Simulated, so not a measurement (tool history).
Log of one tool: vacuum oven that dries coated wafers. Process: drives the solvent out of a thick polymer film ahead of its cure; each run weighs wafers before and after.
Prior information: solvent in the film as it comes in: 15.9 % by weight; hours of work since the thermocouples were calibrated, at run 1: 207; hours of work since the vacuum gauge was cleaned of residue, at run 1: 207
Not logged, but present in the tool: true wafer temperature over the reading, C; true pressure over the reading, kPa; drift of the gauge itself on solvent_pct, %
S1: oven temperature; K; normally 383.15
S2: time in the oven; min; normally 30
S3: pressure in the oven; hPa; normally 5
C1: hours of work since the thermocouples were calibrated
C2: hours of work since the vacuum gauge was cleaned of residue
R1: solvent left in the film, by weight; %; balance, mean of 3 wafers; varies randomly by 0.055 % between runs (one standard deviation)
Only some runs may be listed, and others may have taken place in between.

run	hour	S1	S2	S3	C1	C2	R1
1	0	383.15	30	5	207	207	2.46
2	90.9	383.15	30	5	257	257	2.45
3	142.3	383.15	30	5	284	284	2.55
4	240.2	383.15	30	6.94	337	337	2.66
5	314.3	383.15	30	5	377	377	2.55
6	363.9	383.15	30	5	404	404	2.52
7	408.2	383.15	30	5	428	428	2.57
8	507.6	383.15	30	5	482	482	2.6
9	575.8	383.15	30	5	519	519	2.51
10	642.4	383.15	30	5	555	555	2.59
11	747.9	386.15	20	8.92	612	612	4.03
12	815.8	372.15	17	8.82	649	649	7.57
13	912.5	372.15	17	16.7	701	701	8.53
14	976.4	376.15	21	12.39	736	736	6.12
15	1045.5	380.15	36	7.15	773	773	2.81
16	1104.5	380.15	36	7.15	805	805	2.84
17	1204.3	385.15	25	6.12	859	859	3.26
18	1251.3	389.15	46	19.03	884	884	2.13
19	1328.2	383.15	44	5	926	926	1.66
20	1389.6	383.15	17	2.6	959	959	4.99

Measured less the same run without the tool's hidden state. The same run-to-run variation is in both; the gauge's scatter may not be:
run	R1
1	+0.19
2	+0.21
3	+0.23
4	+0.27
5	+0.29
6	+0.3
7	+0.32
8	+0.36
9	+0.37
10	+0.41
11	+0.47
12	+0.54
13	+0.61
14	+0.62
15	+0.57
16	+0.59
17	+0.6
18	+0.44
19	+0.54
20	+0.7
